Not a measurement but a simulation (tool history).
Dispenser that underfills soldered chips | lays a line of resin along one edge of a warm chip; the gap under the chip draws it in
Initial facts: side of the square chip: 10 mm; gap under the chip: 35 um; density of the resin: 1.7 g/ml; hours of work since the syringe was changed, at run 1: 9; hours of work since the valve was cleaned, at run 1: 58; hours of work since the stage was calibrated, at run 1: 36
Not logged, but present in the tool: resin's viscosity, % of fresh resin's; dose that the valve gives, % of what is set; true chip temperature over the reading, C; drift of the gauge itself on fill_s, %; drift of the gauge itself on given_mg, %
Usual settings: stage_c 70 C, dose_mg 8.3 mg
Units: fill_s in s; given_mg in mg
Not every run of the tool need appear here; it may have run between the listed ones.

run   hour  stage_c  dose_mg  hours of work since the syringe was changed  hours of work since the valve was cleaned  hours of work since the stage was calibrated  fill_s  given_mg
  1      0       70      8.3                                            9                                         58                                            36    70.9      7.92
       3.8  -- new syringe of resin
  2    5.6       70     8.96                                            1                                         62                                            40      47      8.61
  3     10       70     8.96                                            5                                         65                                            43    56.3      8.57
      12.9  -- dispensing valve cleaned and set on the balance
  4   14.9       67      8.3                                            8                                          2                                            46    75.1      8.24
      20.5  -- new syringe of resin
  5   20.5       67      8.3                                            0                                          6                                            50    51.2       8.3
  6   23.4       70     8.34                                            2                                          8                                            52      49      8.32
  7   25.9       57      8.3                                            4                                         10                                            54   107.4      8.26
  8     31       70    10.39                                            8                                         14                                            58    65.9     10.38
  9   35.6       70    10.39                                           11                                         17                                            62    77.3     10.25
      36.2  -- new syringe of resin
 10   40.4       70    10.39                                            3                                         20                                            65    50.2     10.25
 11   45.8       74    10.39                                            7                                         25                                            69    50.8      10.3
 12   50.8       74    10.39                                           11                                         28                                            73    62.6     10.17
      52.2  -- new syringe of resin
 13   55.5       74    10.39                                            2                                         32                                            76    40.5     10.11
 14   60.8       70     9.36                                            7                                         36                                            80    61.6       9.1
 15   63.7       70     9.36                                            9                                         38                                            82    69.2      9.22
      67.8  -- new syringe of resin
 16   68.7       70     9.36                                            1                                         41                                            86    46.8      9.09
 17   71.1       70     9.36                                            3                                         43                                            88    48.8      9.11
 18   76.3       70     9.36                                            6                                         47                                            92    62.4      9.06
 19   79.3       61    10.29                                            9                                         49                                            94   109.2      9.93
      83.4  -- new syringe of resin
 20   83.5       63      8.3                                            0                                         53                                            97    66.5         8
 21   89.5       62     7.63                                            5                                         57                                           102    88.8      7.29
 22   92.6       73     7.53                                            7                                         59                                           104    58.2      7.35
 23     97       70     9.31                                           10                                         63                                           107    75.6       8.9
      99.3  -- new syringe of resin
 24    101       71     7.61                                            1                                         66                                           110    48.1      7.21
     102.7  -- dispensing valve cleaned and set on the balance
 25  104.7       77     7.64                                            3                                          2                                           112    38.9      7.62
 26  108.6       70    10.21                                            6                                          4                                           115    59.4      10.2
 27  112.3       70    10.21                                            9                                          7                                           118    70.2      10.2
     115.8  -- new syringe of resin
 28  118.3       70    10.21                                            2                                         12                                           122    49.2     10.11
 29  122.3       70    10.21                                            5                                         15                                           125    55.8     10.17
 30  126.6       81     9.94                                            8                                         18                                           129    38.9      9.87
     131.5  -- new syringe of resin
 31  132.5       76     8.13                                            1                                         22                                           133    34.2      8.18
 32  137.8       82     8.34                                            5                                         26                                           137      32      8.26
 33  141.6       77     8.36                                            8                                         29                                           140    46.4      8.24
 34  144.2       77     8.36                                           10                                         31                                           142    51.3      8.22
     147.2  -- new syringe of resin
 35  147.3       77     7.47                                            0                                         33                                           144    33.3      7.36

How the hidden state differs across the entries between the runs, from the last listed run before each to the first after it:
Run 1 -> run 2: new syringe of resin (hour 3.8)
  resin's viscosity, % of fresh resin's: 160 -> 108.2; dose that the valve gives, % of what is set: 96.41 -> 96.12; true chip temperature over the reading, C: 0.09 -> 0.07
  measured less the result without the state, fill_s: +26.9 -> +3.7 s; given_mg: -0.3 -> -0.35 mg
Run 3 -> run 4: dispensing valve cleaned and set on the balance (hour 12.9)
  resin's viscosity, % of fresh resin's: 128.1 -> 148.7; dose that the valve gives, % of what is set: 95.86 -> 99.99; true chip temperature over the reading, C: 0.05 -> 0.03
  measured less the result without the state, fill_s: +12.6 -> +24.6 s; given_mg: -0.37 -> +0 mg
Run 4 -> run 5: new syringe of resin (hour 20.5)
  resin's viscosity, % of fresh resin's: 148.7 -> 100.3; dose that the valve gives, % of what is set: 99.99 -> 99.72; true chip temperature over the reading, C: 0.03 -> 0.01
  measured less the result without the state, fill_s: +24.6 -> +0.2 s; given_mg: +0 -> -0.03 mg
Run 9 -> run 10: new syringe of resin (hour 36.2)
  resin's viscosity, % of fresh resin's: 179.1 -> 118.1; dose that the valve gives, % of what is set: 98.91 -> 98.69; true chip temperature over the reading, C: -0.06 -> -0.08
  measured less the result without the state, fill_s: +34.5 -> +7.9 s; given_mg: -0.11 -> -0.14 mg
Run 12 -> run 13: new syringe of resin (hour 52.2)
  resin's viscosity, % of fresh resin's: 175.9 -> 114.1; dose that the valve gives, % of what is set: 98.14 -> 97.92; true chip temperature over the reading, C: -0.13 -> -0.15
  measured less the result without the state, fill_s: +27.3 -> +5.3 s; given_mg: -0.19 -> -0.21 mg
Run 15 -> run 16: new syringe of resin (hour 67.8)
  resin's viscosity, % of fresh resin's: 156.6 -> 103.8; dose that the valve gives, % of what is set: 97.44 -> 97.19; true chip temperature over the reading, C: -0.19 -> -0.21
  measured less the result without the state, fill_s: +25.6 -> +2.3 s; given_mg: -0.24 -> -0.26 mg
Run 19 -> run 20: new syringe of resin (hour 83.4)
  resin's viscosity, % of fresh resin's: 155.7 -> 100.9; dose that the valve gives, % of what is set: 96.63 -> 96.41; true chip temperature over the reading, C: -0.26 -> -0.28
  measured less the result without the state, fill_s: +40.2 -> +2.1 s; given_mg: -0.34 -> -0.3 mg
Run 23 -> run 24: new syringe of resin (hour 99.3)
  resin's viscosity, % of fresh resin's: 168.7 -> 107.3; dose that the valve gives, % of what is set: 95.69 -> 95.5; true chip temperature over the reading, C: -0.34 -> -0.35
  measured less the result without the state, fill_s: +32 -> +4.7 s; given_mg: -0.41 -> -0.34 mg
Run 24 -> run 25: dispensing valve cleaned and set on the balance (hour 102.7)
  resin's viscosity, % of fresh resin's: 107.3 -> 118.8; dose that the valve gives, % of what is set: 95.5 -> 100.42; true chip temperature over the reading, C: -0.35 -> -0.37
  measured less the result without the state, fill_s: +4.7 -> +6.7 s; given_mg: -0.34 -> +0.03 mg
Run 27 -> run 28: new syringe of resin (hour 115.8)
  resin's viscosity, % of fresh resin's: 159.1 -> 110.2; dose that the valve gives, % of what is set: 100.03 -> 99.73; true chip temperature over the reading, C: -0.4 -> -0.42
  measured less the result without the state, fill_s: +27 -> +5.5 s; given_mg: +0 -> -0.02 mg
Run 30 -> run 31: new syringe of resin (hour 131.5)
  resin's viscosity, % of fresh resin's: 151.5 -> 103.6; dose that the valve gives, % of what is set: 99.3 -> 99; true chip temperature over the reading, C: -0.46 -> -0.49
  measured less the result without the state, fill_s: +13.7 -> +2 s; given_mg: -0.07 -> -0.09 mg
Run 34 -> run 35: new syringe of resin (hour 147.2)
  resin's viscosity, % of fresh resin's: 161.9 -> 100.7; dose that the valve gives, % of what is set: 98.39 -> 98.26; true chip temperature over the reading, C: -0.54 -> -0.56
  measured less the result without the state, fill_s: +20.8 -> +1.3 s; given_mg: -0.14 -> -0.13 mg
